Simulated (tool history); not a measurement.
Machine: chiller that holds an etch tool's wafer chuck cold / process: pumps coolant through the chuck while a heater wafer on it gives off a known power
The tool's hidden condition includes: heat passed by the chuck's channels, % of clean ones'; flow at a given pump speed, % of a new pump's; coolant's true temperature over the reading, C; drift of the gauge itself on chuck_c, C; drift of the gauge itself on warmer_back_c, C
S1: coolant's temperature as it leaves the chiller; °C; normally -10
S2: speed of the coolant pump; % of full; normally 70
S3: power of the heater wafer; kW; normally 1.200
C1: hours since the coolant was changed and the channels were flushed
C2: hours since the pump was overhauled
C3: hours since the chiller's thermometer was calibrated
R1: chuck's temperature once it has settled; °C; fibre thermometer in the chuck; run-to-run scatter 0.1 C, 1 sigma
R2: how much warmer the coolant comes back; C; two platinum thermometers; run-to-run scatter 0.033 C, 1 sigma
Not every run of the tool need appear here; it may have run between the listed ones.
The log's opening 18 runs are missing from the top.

Run 19, hour 1266.9: usual settings but S2 94 % of full; C1 1023; C2 3457; C3 2518. Result: R1 -2.8 °C, R2 3.27 C.
Run 20, hour 1335.1: usual settings but S2 94 % of full; C1 1092; C2 3525; C3 2586. Result: R1 -2.9 °C, R2 3.32 C.
Run 21, hour 1387.5: usual settings but S1 -15 °C, S3 0.722 kW; C1 1144; C2 3577; C3 2638. Result: R1 -9.5 °C, R2 2.67 C.
Run 22, hour 1476.9: usual settings but S1 -15 °C, S3 0.722 kW; C1 1233; C2 3667; C3 2728. Result: R1 -9.4 °C, R2 2.68 C.
Run 23, hour 1532.8: usual settings but S2 95 % of full, S3 0.781 kW; C1 1289; C2 3723; C3 2784. Result: R1 -5.6 °C, R2 2.16 C.
Run 24, hour 1593.4: usual settings but S3 0.617 kW; C1 1350; C2 3783; C3 2844. Result: R1 -5.4 °C, R2 2.31 C.
Run 25, hour 1676.7: usual settings but S1 -18 °C, S2 66 % of full; C1 1433; C2 3867; C3 2927. Result: R1 -7.7 °C, R2 4.79 C.
Run 26, hour 1743.6: usual settings but S1 -17 °C, S2 66 % of full, S3 0.851 kW; C1 1500; C2 3934; C3 2994. Result: R1 -9.8 °C, R2 3.44 C.
Run 27, hour 1831.7: usual settings but S3 1.605 kW; C1 1588; C2 4022; C3 3082. Result: R1 3.1 °C, R2 6.03 C.

Predict the results of run 28:
Run 28, hour 1889.8: usual settings but S2 61 % of full, S3 1.122 kW; C1 1646; C2 4080; C3 3141. Result: R1 ?, R2 ?.

Logged for run 28: R1 0.4 °C, R2 4.87 C.
Were there no unlogged condition in the tool, this run, its random variation unchanged, would have produced R1 0.0 °C, R2 4.58 C.

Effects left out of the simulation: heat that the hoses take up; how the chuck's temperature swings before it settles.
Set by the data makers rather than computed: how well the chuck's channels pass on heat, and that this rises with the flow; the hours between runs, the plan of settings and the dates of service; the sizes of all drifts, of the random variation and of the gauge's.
